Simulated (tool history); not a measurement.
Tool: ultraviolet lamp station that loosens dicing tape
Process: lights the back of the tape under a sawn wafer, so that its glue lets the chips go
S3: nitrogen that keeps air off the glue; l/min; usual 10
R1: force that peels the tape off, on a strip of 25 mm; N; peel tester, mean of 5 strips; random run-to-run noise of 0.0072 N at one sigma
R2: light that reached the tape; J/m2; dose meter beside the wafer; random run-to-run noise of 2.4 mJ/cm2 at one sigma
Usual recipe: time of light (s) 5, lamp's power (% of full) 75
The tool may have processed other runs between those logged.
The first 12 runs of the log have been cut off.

Run 13, day 8.142: usual settings. Result: R1 0.369 N, R2 2130 J/m2.
Run 14, day 8.962: usual settings. Result: R1 0.358 N, R2 2160 J/m2.
Run 15, day 9.650: usual settings. Result: R1 0.365 N, R2 2130 J/m2.
Run 16, day 10.442: usual settings. Result: R1 0.376 N, R2 2110 J/m2.
Run 17, day 11.283: usual settings. Result: R1 0.386 N, R2 2130 J/m2.
Run 18, day 11.912: usual settings. Result: R1 0.375 N, R2 2070 J/m2.
Run 19, day 12.467: usual settings but S3 4 l/min. Result: R1 0.771 N, R2 2100 J/m2.
Run 20, day 12.967: usual settings but S3 4 l/min. Result: R1 0.759 N, R2 2080 J/m2.
At day 13.788: window cleaned of glue's vapour.
Run 21, day 13.929: usual settings. Result: R1 0.332 N, R2 2260 J/m2.
Run 22, day 14.825: usual settings. Result: R1 0.337 N, R2 2210 J/m2.
Run 23, day 15.550: usual settings but time of light (s) 6, lamp's power (% of full) 72, S3 4 l/min. Result: R1 0.503 N, R2 2570 J/m2.

Predict the results of run 24:
Run 24, day 16.138: usual settings but time of light (s) 6, lamp's power (% of full) 71, S3 4 l/min. Result: R1 ?, R2 ?.

For run 24 the tool returned R1 0.510 N, R2 2470 J/m2.
Take away the tool's hidden state, keep the run-to-run variation as it was, and the same run would have given R1 0.378 N, R2 2870 J/m2.
